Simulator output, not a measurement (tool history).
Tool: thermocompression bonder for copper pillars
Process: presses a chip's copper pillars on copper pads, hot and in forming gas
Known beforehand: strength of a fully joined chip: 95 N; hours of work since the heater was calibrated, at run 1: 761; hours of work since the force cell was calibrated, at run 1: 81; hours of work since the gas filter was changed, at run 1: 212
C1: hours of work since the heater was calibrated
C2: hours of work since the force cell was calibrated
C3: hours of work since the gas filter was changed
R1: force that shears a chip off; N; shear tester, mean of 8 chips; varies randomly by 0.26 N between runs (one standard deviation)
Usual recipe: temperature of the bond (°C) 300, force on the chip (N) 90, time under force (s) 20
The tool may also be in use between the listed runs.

run 1 hour=0 | temperature_of_the_bond_(°C)=300 force_on_the_chip_(N)=90 time_under_force_(s)=20 | C1=761 C2=81 C3=212 | R1=52
-- hour=2.2 forming gas filter changed
run 2 hour=6.5 | temperature_of_the_bond_(°C)=300 force_on_the_chip_(N)=90 time_under_force_(s)=20 | C1=765 C2=85 C3=3 | R1=52.3
run 3 hour=16.2 | temperature_of_the_bond_(°C)=300 force_on_the_chip_(N)=90 time_under_force_(s)=20 | C1=772 C2=92 C3=10 | R1=51.9
run 4 hour=25.3 | temperature_of_the_bond_(°C)=300 force_on_the_chip_(N)=90 time_under_force_(s)=20 | C1=778 C2=99 C3=16 | R1=52.1
run 5 hour=31.4 | temperature_of_the_bond_(°C)=300 force_on_the_chip_(N)=60 time_under_force_(s)=20 | C1=783 C2=103 C3=20 | R1=42.9
run 6 hour=38.8 | temperature_of_the_bond_(°C)=300 force_on_the_chip_(N)=90 time_under_force_(s)=20 | C1=788 C2=108 C3=26 | R1=52.1
run 7 hour=46.2 | temperature_of_the_bond_(°C)=300 force_on_the_chip_(N)=69 time_under_force_(s)=20 | C1=793 C2=113 C3=31 | R1=45.9
run 8 hour=55.5 | temperature_of_the_bond_(°C)=300 force_on_the_chip_(N)=90 time_under_force_(s)=20 | C1=800 C2=120 C3=37 | R1=52.3
run 9 hour=65.3 | temperature_of_the_bond_(°C)=300 force_on_the_chip_(N)=90 time_under_force_(s)=20 | C1=806 C2=126 C3=44 | R1=52.1
run 10 hour=73.6 | temperature_of_the_bond_(°C)=300 force_on_the_chip_(N)=90 time_under_force_(s)=20 | C1=812 C2=132 C3=50 | R1=52.1
run 11 hour=85.2 | temperature_of_the_bond_(°C)=300 force_on_the_chip_(N)=90 time_under_force_(s)=38 | C1=820 C2=140 C3=58 | R1=63.5
run 12 hour=92.5 | temperature_of_the_bond_(°C)=300 force_on_the_chip_(N)=90 time_under_force_(s)=33 | C1=825 C2=145 C3=63 | R1=61.2
run 13 hour=99.3 | temperature_of_the_bond_(°C)=300 force_on_the_chip_(N)=82 time_under_force_(s)=20 | C1=830 C2=150 C3=68 | R1=50.6
run 14 hour=110.6 | temperature_of_the_bond_(°C)=300 force_on_the_chip_(N)=82 time_under_force_(s)=20 | C1=838 C2=158 C3=76 | R1=50.6
run 15 hour=117.7 | temperature_of_the_bond_(°C)=300 force_on_the_chip_(N)=82 time_under_force_(s)=20 | C1=843 C2=163 C3=81 | R1=50.4
run 16 hour=127.5 | temperature_of_the_bond_(°C)=300 force_on_the_chip_(N)=86 time_under_force_(s)=20 | C1=850 C2=170 C3=87 | R1=51.1
run 17 hour=133.3 | temperature_of_the_bond_(°C)=270 force_on_the_chip_(N)=90 time_under_force_(s)=20 | C1=854 C2=174 C3=91 | R1=37.1
run 18 hour=144.9 | temperature_of_the_bond_(°C)=270 force_on_the_chip_(N)=90 time_under_force_(s)=20 | C1=862 C2=182 C3=100 | R1=36.9
run 19 hour=156.4 | temperature_of_the_bond_(°C)=270 force_on_the_chip_(N)=90 time_under_force_(s)=20 | C1=870 C2=190 C3=108 | R1=36.7
run 20 hour=163.8 | temperature_of_the_bond_(°C)=300 force_on_the_chip_(N)=90 time_under_force_(s)=52 | C1=875 C2=195 C3=113 | R1=69.7
run 21 hour=169.7 | temperature_of_the_bond_(°C)=300 force_on_the_chip_(N)=95 time_under_force_(s)=20 | C1=879 C2=199 C3=117 | R1=53.8
run 22 hour=178.9 | temperature_of_the_bond_(°C)=300 force_on_the_chip_(N)=86 time_under_force_(s)=20 | C1=886 C2=206 C3=123 | R1=51.4
run 23 hour=185.1 | temperature_of_the_bond_(°C)=300 force_on_the_chip_(N)=86 time_under_force_(s)=20 | C1=890 C2=210 C3=128 | R1=52.2
run 24 hour=192.1 | temperature_of_the_bond_(°C)=300 force_on_the_chip_(N)=86 time_under_force_(s)=20 | C1=895 C2=215 C3=133 | R1=52.1
run 25 hour=197.2 | temperature_of_the_bond_(°C)=293 force_on_the_chip_(N)=100 time_under_force_(s)=17 | C1=898 C2=219 C3=136 | R1=48.5
run 26 hour=204 | temperature_of_the_bond_(°C)=322 force_on_the_chip_(N)=65 time_under_force_(s)=17 | C1=903 C2=223 C3=141 | R1=53.9
run 27 hour=215.3 | temperature_of_the_bond_(°C)=323 force_on_the_chip_(N)=90 time_under_force_(s)=31 | C1=911 C2=231 C3=149 | R1=72.9

Estimate the outcome of run 28 from the log above:
run 28 hour=220.3 | temperature_of_the_bond_(°C)=294 force_on_the_chip_(N)=93 time_under_force_(s)=26 | C1=915 C2=235 C3=152 | R1=?

Run 28 measured R1 55.4 N.
With the hidden condition absent and the run-to-run variation left alone, this run would have shown R1 54.1 N.

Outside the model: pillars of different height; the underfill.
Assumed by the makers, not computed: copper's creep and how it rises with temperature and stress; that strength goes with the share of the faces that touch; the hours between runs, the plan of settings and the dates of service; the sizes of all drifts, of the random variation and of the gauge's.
